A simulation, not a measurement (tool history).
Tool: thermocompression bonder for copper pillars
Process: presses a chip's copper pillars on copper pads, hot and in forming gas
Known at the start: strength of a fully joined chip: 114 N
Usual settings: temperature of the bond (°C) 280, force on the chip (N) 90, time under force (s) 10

run   hour  temperature of the bond (°C)  force on the chip (N)  time under force (s)  force that shears a chip off (N)
  1    0.0                           280                     90                    10                              50.6
  2    6.2                           280                     90                    10                              48.9
  3   15.9                           280                     90                     5                              37.9
  4   24.8                           280                     90                     5                              38.2
      32.5  -- force cell calibrated
  5   33.6                           280                     90                    10                              51.7
  6   40.5                           280                     90                    11                              53.0
  7   45.3                           280                     90                    11                              53.1
  8   54.0                           280                     90                    10                              50.6
      59.1  -- force cell calibrated, once more
  9   63.7                           280                     90                    10                              46.6
 10   73.6                           280                     90                    10                              46.3
 11   78.5                           280                     90                    10                              46.3
 12   89.8                           262                     90                    10                              38.4
 13   96.0                           262                     90                    10                              37.7
 14  104.7                           262                     90                    10                              37.7
 15  109.4                           266                     90                    10                              37.9
 16  117.9                           264                     90                    10                              39.1
 17  123.4                           264                     90                    10                              38.6
 18  129.9                           272                     90                    10                              41.6
 19  136.4                           280                     90                    10                              46.8
 20  141.2                           280                     90                    10                              46.3
 21  147.7                           295                     90                     9                              51.2
 22  157.0                           275                     62                     9                              31.2
 23  166.1                           280                     72                     5                              29.3
 24  174.5                           255                     83                    10                              32.2
 25  183.3                           283                     55                    12                              35.2
 26  190.9                           283                     55                    12                              35.1
 27  197.9                           280                     57                    10                              32.4
 28  207.7                           287                    101                    10                              53.6
 29  216.4                           284                    116                    28                              76.9
 30  224.1                           304                     79                    28                              72.0
 31  231.0                           304                     79                     7                              46.5
 32  240.3                           304                     79                     7                              46.4
 33  251.0                           252                     79                     7                              24.9
 34  261.4                           252                     79                     7                              25.1
 35  269.9                           286                    113                    10                              57.6
 36  279.2                           276                    117                    10                              52.8
 37  288.9                           296                     72                    13                              50.3
 38  299.9                           282                     72                    14                              44.4
 39  306.4                           269                    131                    14                              59.4

3 ways to go on from here, each from the tool as it stands after run 39. What would each give?
  A  312.3                           279                     70                    10                                 ?
  B  312.3                           271                    131                    14                                 ?
  C  312.3                           280                     90                     5                                 ?

run  force that shears a chip off (N)
  A                              36.5
  B                              60.5
  C                              34.1
Without the tool's hidden state the same runs would have given:
run  force that shears a chip off (N)
  A                              38.4
  B                              63.9
  C                              35.8

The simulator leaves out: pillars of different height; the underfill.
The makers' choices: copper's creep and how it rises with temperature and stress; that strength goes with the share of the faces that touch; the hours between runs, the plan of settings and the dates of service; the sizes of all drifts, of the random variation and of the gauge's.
